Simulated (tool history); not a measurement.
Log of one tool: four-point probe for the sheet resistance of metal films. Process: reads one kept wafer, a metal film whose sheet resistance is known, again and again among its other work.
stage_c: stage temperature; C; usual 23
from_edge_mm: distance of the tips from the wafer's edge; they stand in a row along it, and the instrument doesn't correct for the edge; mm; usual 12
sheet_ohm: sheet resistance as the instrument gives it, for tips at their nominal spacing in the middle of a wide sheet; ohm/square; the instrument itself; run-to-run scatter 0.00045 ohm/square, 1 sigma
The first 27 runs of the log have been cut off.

| run | hour | stage_c | from_edge_mm | touches since the probe head was changed | hours of work since the stage's thermometer was calibrated | sheet_ohm |
|---|---|---|---|---|---|---|
|  | 417.1 | stage's thermometer calibrated |
| 28 | 427.9 | 29 | 30 | 24933 | 9 | 2.260296 |
| 29 | 444.8 | 30 | 8 | 25555 | 22 | 2.263877 |
| 30 | 463.3 | 25 | 24 | 26233 | 37 | 2.261 |
| 31 | 477 | 25 | 41 | 26738 | 48 | 2.260952 |
| 32 | 491.1 | 21 | 16 | 27256 | 59 | 2.261994 |
|  | 501 | stage's thermometer calibrated, once more |
| 33 | 509.3 | 27 | 24 | 27907 | 7 | 2.266085 |
| 34 | 528.2 | 20 | 28 | 28600 | 22 | 2.266314 |
| 35 | 539.7 | 26 | 4 | 29022 | 31 | 2.284058 |
| 36 | 552.4 | 22 | 9 | 29488 | 41 | 2.269933 |
| 37 | 566.9 | 22 | 14 | 30018 | 53 | 2.266728 |
| 38 | 583.6 | 22 | 74 | 30632 | 66 | 2.266346 |
| 39 | 600.9 | 23 | 23 | 31268 | 80 | 2.265844 |
| 40 | 611.5 | 23 | 23 | 31655 | 88 | 2.266376 |

3 ways to go on from here, each from the tool as it stands after run 40. What would each give?
| A | 624.4 | 32 | 23 | 32129 | 98 | ? |
| B | 624.4 | 26 | 4 | 32129 | 98 | ? |
| C | 624.4 | 24 | 23 | 32129 | 98 | ? |

| run | sheet_ohm |
|---|---|
| A | 2.264772 |
| B | 2.283878 |
| C | 2.266819 |
With no hidden state in the tool, these same runs would have given:
| run | sheet_ohm |
|---|---|
| A | 2.254488 |
| B | 2.273537 |
| C | 2.256556 |
